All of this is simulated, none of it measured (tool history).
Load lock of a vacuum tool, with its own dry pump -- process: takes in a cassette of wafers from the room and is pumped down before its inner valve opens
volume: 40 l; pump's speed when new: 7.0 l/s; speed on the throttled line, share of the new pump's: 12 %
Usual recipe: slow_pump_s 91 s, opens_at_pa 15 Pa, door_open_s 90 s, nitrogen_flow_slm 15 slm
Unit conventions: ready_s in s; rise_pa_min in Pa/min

run	day	slow_pump_s	opens_at_pa	door_open_s	nitrogen_flow_slm	incoming humidity of the room's air, %	ready_s	rise_pa_min
1	0.000	91	15	90	15	40.5	133.8	0.181
# day 7.983: door's seal changed, seat wiped
2	23.967	91	15	90	15	41.6	134.4	0.021
3	39.104	91	15	90	15	44.0	133.9	0.024
4	58.654	91	15	90	15	41.7	134.2	0.025
5	85.025	91	15	90	15	40.9	134.1	0.034
6	102.617	91	15	90	15	44.5	135.1	0.038
7	120.679	91	15	90	15	41.7	135.3	0.043
8	144.883	91	15	90	25	41.7	135.7	0.041
9	172.304	91	15	90	31	42.1	135.7	0.049
10	201.346	93	18	138	9	42.1	137.7	0.073
# day 213.608: dry pump taken out, an overhauled one fitted
11	215.321	91	15	107	13	46.0	130.7	0.076
12	244.738	91	15	107	13	46.6	131.8	0.080
13	256.800	143	13	90	19	46.3	178.4	0.081
14	282.588	143	13	90	19	45.5	178.3	0.096
15	300.854	143	13	90	19	43.0	177.9	0.105
16	326.296	91	15	178	15	45.3	132.2	0.125
17	346.179	91	15	178	15	44.5	133.3	0.134
18	367.204	59	21	106	17	47.5	103.4	0.134

What if the next run were any one of these 5? Each begins from the tool's condition after run 18:
A	392.242	59	21	48	17	46.1	?	?
B	392.242	91	29	40	15	47.6	?	?
C	392.242	91	17	28	12	43.9	?	?
D	392.242	59	28	205	5	42.7	?	?
E	392.242	79	21	50	9	46.1	?	?

run	ready_s	rise_pa_min
A	103.7	0.142
B	130.1	0.151
C	132.9	0.148
D	102.5	0.173
E	121.1	0.153
With no hidden state in the tool, these same runs would have given:
run	ready_s	rise_pa_min
A	100.9	0.013
B	127.7	0.019
C	130.2	0.017
D	99.9	0.043
E	118.5	0.022
